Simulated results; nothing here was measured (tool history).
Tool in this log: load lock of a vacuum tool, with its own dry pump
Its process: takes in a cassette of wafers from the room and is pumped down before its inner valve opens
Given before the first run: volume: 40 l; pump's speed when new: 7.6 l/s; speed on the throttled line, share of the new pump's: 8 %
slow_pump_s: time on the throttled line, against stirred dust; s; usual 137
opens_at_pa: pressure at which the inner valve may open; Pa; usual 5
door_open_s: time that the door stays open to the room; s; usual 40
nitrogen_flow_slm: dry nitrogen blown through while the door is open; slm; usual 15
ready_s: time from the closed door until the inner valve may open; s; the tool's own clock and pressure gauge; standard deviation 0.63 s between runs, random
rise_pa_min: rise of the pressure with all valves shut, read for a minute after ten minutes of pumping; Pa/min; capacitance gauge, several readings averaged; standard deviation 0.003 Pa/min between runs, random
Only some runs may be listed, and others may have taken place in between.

run    hour  slow_pump_s  opens_at_pa  door_open_s  nitrogen_flow_slm  incoming humidity of the room's air, %  ready_s  rise_pa_min
  1       0          137            5           40                 15                                    49.1    185.3        0.038
  2    81.5          137            5           40                 15                                    43.8    185.5        0.028
  3   236.3          137            5           40                 15                                    41.4    185.3        0.033
  4   363.5          137            5           40                 15                                      44    185.2        0.034
  5   482.5          137            5           40                 15                                      42    185.1         0.03
  6   571.2          137            5           40                 15                                      48    184.4        0.031
  7   642.5          137            9           40                 15                                    44.5    181.7        0.036
  8   740.2          137           10           53                 42                                    45.3    181.8        0.023
  9   831.9          103            9          132                 18                                    42.9    150.5        0.053
 10   919.4          174            4           40                 15                                    43.8    220.8        0.036
 11     994          174            4           40                 15                                    47.8    221.3         0.03
 12  1133.1          221            5           45                 45                                    40.3      260        0.024

5 ways to go on from here, each from the tool as it stands after run 12. What would each give?
  A  1234          223            5           40                 15                                    46.7        ?            ?
  B  1234           89            5           49                  8                                      48        ?            ?
  C  1234          137            6           50                  9                                    45.4        ?            ?
  D  1234          221            5          215                 45                                    44.2        ?            ?
  E  1234          137            5           29                 15                                    44.7        ?            ?

run  ready_s  rise_pa_min
  A    262.9        0.037
  B    143.7         0.05
  C    185.2        0.047
  D    262.8        0.049
  E    185.2        0.034
Without the tool's unlogged condition, the same runs would have read:
run  ready_s  rise_pa_min
  A    256.7        0.028
  B    135.5        0.041
  C      178        0.038
  D    256.7         0.04
  E    177.8        0.025

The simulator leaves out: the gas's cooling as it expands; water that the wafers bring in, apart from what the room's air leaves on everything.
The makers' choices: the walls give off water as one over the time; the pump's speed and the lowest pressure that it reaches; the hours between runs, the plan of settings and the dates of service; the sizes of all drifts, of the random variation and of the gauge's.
